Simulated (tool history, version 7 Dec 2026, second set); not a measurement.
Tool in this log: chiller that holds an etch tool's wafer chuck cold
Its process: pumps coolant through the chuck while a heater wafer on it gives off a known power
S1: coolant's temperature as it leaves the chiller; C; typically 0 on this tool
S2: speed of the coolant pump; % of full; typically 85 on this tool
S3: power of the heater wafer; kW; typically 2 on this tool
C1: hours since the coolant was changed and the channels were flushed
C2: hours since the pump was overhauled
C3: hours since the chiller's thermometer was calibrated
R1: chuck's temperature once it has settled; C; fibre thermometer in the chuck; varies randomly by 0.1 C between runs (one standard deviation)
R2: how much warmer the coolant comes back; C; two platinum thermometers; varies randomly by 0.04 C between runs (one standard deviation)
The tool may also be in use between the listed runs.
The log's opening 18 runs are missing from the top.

run,hour,S1,S2,S3,C1,C2,C3,R1,R2
19,1440,0,99,2.071,5326,416,928,16.6,7.71
20,1524.4,-9,86,1.703,5410,500,1012,6.4,7.39
21,1625.2,-9,86,1.703,5511,601,1113,6.2,7.41
22,1722.9,-4,85,1.452,5609,699,1211,9.1,6.39
# hour 1759: coolant changed, channels flushed
23,1802.1,0,70,1.789,43,772,1284,18.9,9.62
24,1855.3,0,70,1.789,96,825,1337,18.9,9.61
25,1926.4,-7,79,1.037,167,896,1408,2.9,4.93
26,1978.1,-3,63,1.186,219,948,1460,10.6,7.12
27,2067.8,-3,61,1.186,309,1038,1550,11,7.38
28,2164.9,6,72,1.204,406,1135,1647,18.6,6.29
29,2248.7,6,72,1.204,490,1219,1731,18.5,6.31
30,2346.6,2,70,1.016,588,1317,1829,12.6,5.42
31,2413.5,-4,85,1.592,654,1383,1895,10.4,6.94

Predict each of these 3 candidate next runs independently; none follows another, all start after run 31:
A,2461.6,3,85,2,703,1432,1944,?,?
B,2461.6,-5,62,1.167,703,1432,1944,?,?
C,2461.6,5,85,2,703,1432,1944,?,?

run,R1,R2
A,21.2,8.78
B,8.6,7.13
C,23,8.8
Had the tool no hidden state, the same runs would have come out as:
run,R1,R2
A,21.1,8.78
B,8.6,7.13
C,23,8.79
